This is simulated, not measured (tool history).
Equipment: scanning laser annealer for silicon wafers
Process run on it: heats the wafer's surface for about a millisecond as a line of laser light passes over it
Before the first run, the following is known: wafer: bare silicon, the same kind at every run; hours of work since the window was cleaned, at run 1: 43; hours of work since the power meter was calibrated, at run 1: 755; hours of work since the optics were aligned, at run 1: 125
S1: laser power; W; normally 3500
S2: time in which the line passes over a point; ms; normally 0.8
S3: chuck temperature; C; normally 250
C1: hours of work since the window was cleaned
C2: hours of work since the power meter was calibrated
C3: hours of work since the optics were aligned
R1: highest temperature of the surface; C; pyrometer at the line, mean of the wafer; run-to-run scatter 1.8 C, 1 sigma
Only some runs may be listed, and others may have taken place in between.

run	hour	S1	S2	S3	C1	C2	C3	R1
1	0	3500	0.8	250	43	755	125	959
2	33.4	3500	0.8	250	64	776	146	961
3	63.1	3500	0.8	250	82	795	164	960
4	90	3500	0.8	250	99	812	181	960
5	121.1	3500	0.8	262	119	831	201	971
6	150.2	3500	0.8	262	137	849	219	971
7	170.7	3574	0.8	262	150	862	232	988
8	200.3	3500	0.8	250	168	881	250	955
9	218.6	3500	0.8	250	180	892	262	955
10	256.4	3500	0.8	290	203	916	285	994
11	284.1	3500	0.8	276	220	933	303	978
12	304.1	3500	0.8	246	233	946	315	948
13	325.1	3500	0.8	246	246	959	328	947
14	357.4	3500	0.681	250	266	979	348	891
15	390.2	3500	0.681	250	287	999	369	892
16	411.1	3500	0.8	256	300	1012	382	958
17	449.9	3500	0.8	256	324	1037	406	957
18	471.8	3148	0.8	250	338	1050	420	862
19	488.7	3148	0.8	250	348	1061	431	861
20	507	3500	0.8	250	360	1072	442	947
21	536	3500	0.8	250	378	1091	460	946
22	572.9	3500	0.8	250	401	1114	483	945
23	598	3484	0.8	250	417	1129	499	940
24	618	3516	0.953	257	429	1142	511	1027
# hour 626.1: optics aligned, line set to its width
25	653.3	3608	0.619	250	448	1161	17	872
26	690.7	3158	0.601	276	472	1184	40	796
27	721.5	3402	0.993	270	491	1203	60	1026
28	748	3402	0.993	270	507	1220	76	1019
# hour 762: optics aligned, line set to its width, once more
29	784.5	3402	0.993	270	527	1240	14	1030
30	816	3557	0.884	255	547	1259	34	1010
31	854	3196	0.8	273	571	1283	58	899
32	884.1	3196	0.8	273	589	1302	76	893
33	905	3196	0.8	273	602	1315	89	897
34	935.1	3786	0.575	249	621	1334	108	889
35	960.1	3786	0.575	249	637	1349	124	888
36	977.5	3011	0.742	230	648	1360	135	783
37	997.6	3011	0.742	230	660	1373	147	777
# hour 1034.9: window over the wafer cleaned
38	1038.4	3407	0.599	223	2	1397	172	812
39	1069.3	3407	0.599	223	21	1416	191	807
40	1108.9	3500	0.846	226	46	1441	216	960
41	1143.2	3804	0.757	231	68	1463	237	993

Forecast each of these 4 alternatives for the next run:
A	1160.3	3804	0.816	231	78	1473	248	?
B	1160.3	3646	0.8	232	78	1473	248	?
C	1160.3	3342	0.617	231	78	1473	248	?
D	1160.3	3269	0.713	231	78	1473	248	?

run	R1
A	1023
B	981
C	811
D	844
Take away the tool's hidden state, keep each run's random variation, and the runs would have read:
run	R1
A	1038
B	995
C	822
D	855
